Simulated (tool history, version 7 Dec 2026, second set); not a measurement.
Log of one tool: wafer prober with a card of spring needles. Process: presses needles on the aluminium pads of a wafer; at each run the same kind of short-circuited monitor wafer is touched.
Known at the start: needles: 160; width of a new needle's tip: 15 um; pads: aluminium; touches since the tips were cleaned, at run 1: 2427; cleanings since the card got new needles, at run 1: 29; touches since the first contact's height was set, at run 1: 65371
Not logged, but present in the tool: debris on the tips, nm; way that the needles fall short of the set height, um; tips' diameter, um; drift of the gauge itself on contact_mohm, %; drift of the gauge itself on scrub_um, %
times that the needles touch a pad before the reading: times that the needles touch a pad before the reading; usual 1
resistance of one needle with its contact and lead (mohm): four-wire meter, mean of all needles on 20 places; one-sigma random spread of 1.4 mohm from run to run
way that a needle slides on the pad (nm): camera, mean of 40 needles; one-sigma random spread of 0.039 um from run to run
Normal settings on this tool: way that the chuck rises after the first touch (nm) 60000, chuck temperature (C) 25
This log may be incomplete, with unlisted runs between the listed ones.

| run | hour | way that the chuck rises after the first touch (nm) | chuck temperature (C) | times that the needles touch a pad before the reading | touches since the tips were cleaned | cleanings since the card got new needles | touches since the first contact's height was set | resistance of one needle with its contact and lead (mohm) | way that a needle slides on the pad (nm) |
|---|---|---|---|---|---|---|---|---|---|
| 1 | 0.0 | 60000 | 25 | 1 | 2427 | 29 | 65371 | 126 | 11550 |
|  | 9.9 | tips cleaned on abrasive film |
| 2 | 22.8 | 60000 | 25 | 1 | 4666 | 30 | 73556 | 125 | 11500 |
|  | 26.4 | tips cleaned on abrasive film |
| 3 | 32.8 | 60000 | 25 | 1 | 2280 | 31 | 77115 | 124 | 11520 |
|  | 41.8 | tips cleaned on abrasive film |
| 4 | 52.7 | 60000 | 25 | 1 | 3912 | 32 | 84253 | 125 | 11630 |
|  | 58.0 | tips cleaned on abrasive film |
| 5 | 71.5 | 60000 | 82 | 1 | 4861 | 33 | 91002 | 133 | 11600 |
|  | 74.8 | tips cleaned on abrasive film |
| 6 | 86.6 | 60000 | 25 | 1 | 4263 | 34 | 96423 | 129 | 11540 |
|  | 90.3 | tips cleaned on abrasive film |
| 7 | 97.1 | 60000 | 25 | 1 | 2467 | 35 | 100176 | 121 | 11530 |
|  | 106.8 | tips cleaned on abrasive film |
|  | 116.9 | height of the first contact set anew |
| 8 | 120.6 | 60000 | 25 | 1 | 4870 | 36 | 1347 | 123 | 11600 |
|  | 122.5 | tips cleaned on abrasive film |
|  | 138.0 | tips cleaned on abrasive film |
| 9 | 139.4 | 60000 | 25 | 2 | 519 | 38 | 8062 | 125 | 11560 |
|  | 153.4 | tips cleaned on abrasive film |
| 10 | 157.6 | 54000 | 77 | 2 | 1536 | 39 | 14585 | 134 | 10370 |
|  | 168.3 | tips cleaned on abrasive film |
| 11 | 168.3 | 57000 | 111 | 2 | 0 | 40 | 18414 | 138 | 11010 |
| 12 | 180.7 | 57000 | 69 | 1 | 4455 | 40 | 22869 | 133 | 10980 |
|  | 184.5 | tips cleaned on abrasive film |
| 13 | 194.2 | 75000 | 104 | 2 | 3508 | 41 | 27695 | 135 | 14450 |
|  | 201.1 | tips cleaned on abrasive film |
| 14 | 205.9 | 75000 | 26 | 2 | 1728 | 42 | 31874 | 119 | 14600 |
|  | 216.3 | tips cleaned on abrasive film |
| 15 | 223.9 | 53000 | 25 | 1 | 2745 | 43 | 38341 | 129 | 10270 |
|  | 232.5 | tips cleaned on abrasive film |
| 16 | 235.7 | 53000 | 25 | 2 | 1171 | 44 | 42568 | 127 | 10250 |
|  | 248.4 | tips cleaned on abrasive film |
| 17 | 249.0 | 58000 | 38 | 2 | 240 | 45 | 47323 | 130 | 11210 |

What if the next run were any one of these 5? Each begins from the tool's condition after run 17:
|  | 263.6 | tips cleaned on abrasive film |
| A | 265.0 | 60000 | 25 | 3 | 500 | 46 | 53037 | ? | ? |
|  | 263.6 | tips cleaned on abrasive film |
| B | 265.0 | 60000 | 40 | 1 | 500 | 46 | 53037 | ? | ? |
|  | 263.6 | tips cleaned on abrasive film |
| C | 265.0 | 48000 | 80 | 2 | 500 | 46 | 53037 | ? | ? |
|  | 263.6 | tips cleaned on abrasive film |
| D | 265.0 | 65000 | 25 | 1 | 500 | 46 | 53037 | ? | ? |
|  | 263.6 | tips cleaned on abrasive film |
| E | 265.0 | 53000 | 104 | 2 | 500 | 46 | 53037 | ? | ? |

| run | resistance of one needle with its contact and lead (mohm) | way that a needle slides on the pad (nm) |
|---|---|---|
| A | 126 | 11520 |
| B | 127 | 11620 |
| C | 138 | 9240 |
| D | 124 | 12560 |
| E | 143 | 10240 |
Had the tool no hidden state, the same runs would have come out as:
| run | resistance of one needle with its contact and lead (mohm) | way that a needle slides on the pad (nm) |
|---|---|---|
| A | 126 | 11520 |
| B | 127 | 11620 |
| C | 138 | 9240 |
| D | 123 | 12560 |
| E | 143 | 10240 |
